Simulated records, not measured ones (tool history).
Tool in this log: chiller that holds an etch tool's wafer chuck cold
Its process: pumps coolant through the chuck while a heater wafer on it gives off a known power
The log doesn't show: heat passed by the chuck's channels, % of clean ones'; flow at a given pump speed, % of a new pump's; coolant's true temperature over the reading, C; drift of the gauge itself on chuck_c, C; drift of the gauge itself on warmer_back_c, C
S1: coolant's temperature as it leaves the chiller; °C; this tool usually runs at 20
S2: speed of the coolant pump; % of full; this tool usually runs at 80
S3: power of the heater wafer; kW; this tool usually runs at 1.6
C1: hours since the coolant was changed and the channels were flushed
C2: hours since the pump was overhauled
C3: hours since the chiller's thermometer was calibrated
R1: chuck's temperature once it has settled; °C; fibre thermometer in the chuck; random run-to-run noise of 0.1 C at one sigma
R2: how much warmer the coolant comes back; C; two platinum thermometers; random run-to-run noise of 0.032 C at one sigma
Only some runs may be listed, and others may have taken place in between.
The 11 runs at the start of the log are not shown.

run 12 hour=1227.1 | S1=20 S2=80 S3=1.308 | C1=2234 C2=4411 C3=2488 | R1=35 R2=3.27
run 13 hour=1322.4 | S1=20 S2=80 S3=1.308 | C1=2329 C2=4506 C3=2583 | R1=35.1 R2=3.26
run 14 hour=1420.3 | S1=20 S2=80 S3=1.308 | C1=2427 C2=4604 C3=2681 | R1=35.1 R2=3.32
run 15 hour=1560.6 | S1=20 S2=80 S3=1.308 | C1=2568 C2=4745 C3=2821 | R1=35 R2=3.29
run 16 hour=1647.1 | S1=20 S2=80 S3=1.308 | C1=2654 C2=4831 C3=2908 | R1=35 R2=3.33
run 17 hour=1810.2 | S1=20 S2=80 S3=1.308 | C1=2817 C2=4994 C3=3071 | R1=35.2 R2=3.26
-- hour=1916.5 chiller's thermometer calibrated
run 18 hour=1938.8 | S1=13 S2=80 S3=2.041 | C1=2945 C2=5122 C3=22 | R1=37.8 R2=5.16
run 19 hour=2045 | S1=25 S2=84 S3=1.6 | C1=3051 C2=5228 C3=128 | R1=43.5 R2=3.84
run 20 hour=2121.6 | S1=13 S2=96 S3=1.199 | C1=3128 C2=5305 C3=205 | R1=25.3 R2=2.5
run 21 hour=2254.9 | S1=13 S2=96 S3=1.199 | C1=3261 C2=5438 C3=338 | R1=25.5 R2=2.55
run 22 hour=2366 | S1=20 S2=74 S3=2.386 | C1=3372 C2=5549 C3=449 | R1=51.1 R2=6.63
run 23 hour=2472.1 | S1=15 S2=63 S3=1.465 | C1=3478 C2=5655 C3=556 | R1=37.4 R2=4.91
run 24 hour=2598.9 | S1=17 S2=63 S3=1.465 | C1=3605 C2=5782 C3=682 | R1=39.2 R2=4.93
run 25 hour=2751.3 | S1=17 S2=63 S3=1.465 | C1=3757 C2=5934 C3=835 | R1=39.3 R2=4.96
run 26 hour=2848.3 | S1=25 S2=63 S3=0.81 | C1=3854 C2=6031 C3=932 | R1=37.5 R2=2.74
run 27 hour=2923.2 | S1=25 S2=63 S3=0.81 | C1=3929 C2=6106 C3=1007 | R1=37.4 R2=2.72
run 28 hour=3086.3 | S1=21 S2=99 S3=1.956 | C1=4092 C2=6269 C3=1170 | R1=41.2 R2=4.01
run 29 hour=3211.3 | S1=11 S2=80 S3=0.838 | C1=4217 C2=6394 C3=1295 | R1=21.4 R2=2.19
run 30 hour=3286.8 | S1=11 S2=80 S3=0.838 | C1=4293 C2=6470 C3=1370 | R1=21.6 R2=2.14
run 31 hour=3362.6 | S1=17 S2=99 S3=0.846 | C1=4369 C2=6546 C3=1446 | R1=25.6 R2=1.73

Consider 3 possible next runs. They are alternatives, not a sequence: every one starts from the tool as it was left by run 31. What does each give?
run A hour=3442.1 | S1=20 S2=63 S3=1.914 | C1=4448 C2=6625 C3=1526 | R1=? R2=?
run B hour=3442.1 | S1=17 S2=99 S3=1.415 | C1=4448 C2=6625 C3=1526 | R1=? R2=?
run C hour=3442.1 | S1=13 S2=80 S3=1.934 | C1=4448 C2=6625 C3=1526 | R1=? R2=?

run=A R1=50.3 R2=6.55
run=B R1=31.8 R2=2.88
run=C R1=37.6 R2=5.06
Stripped of hidden state, with their random variation kept, the same runs would have yielded:
run=A R1=44.7 R2=5.84
run=B R1=29.2 R2=2.57
run=C R1=33 R2=4.51
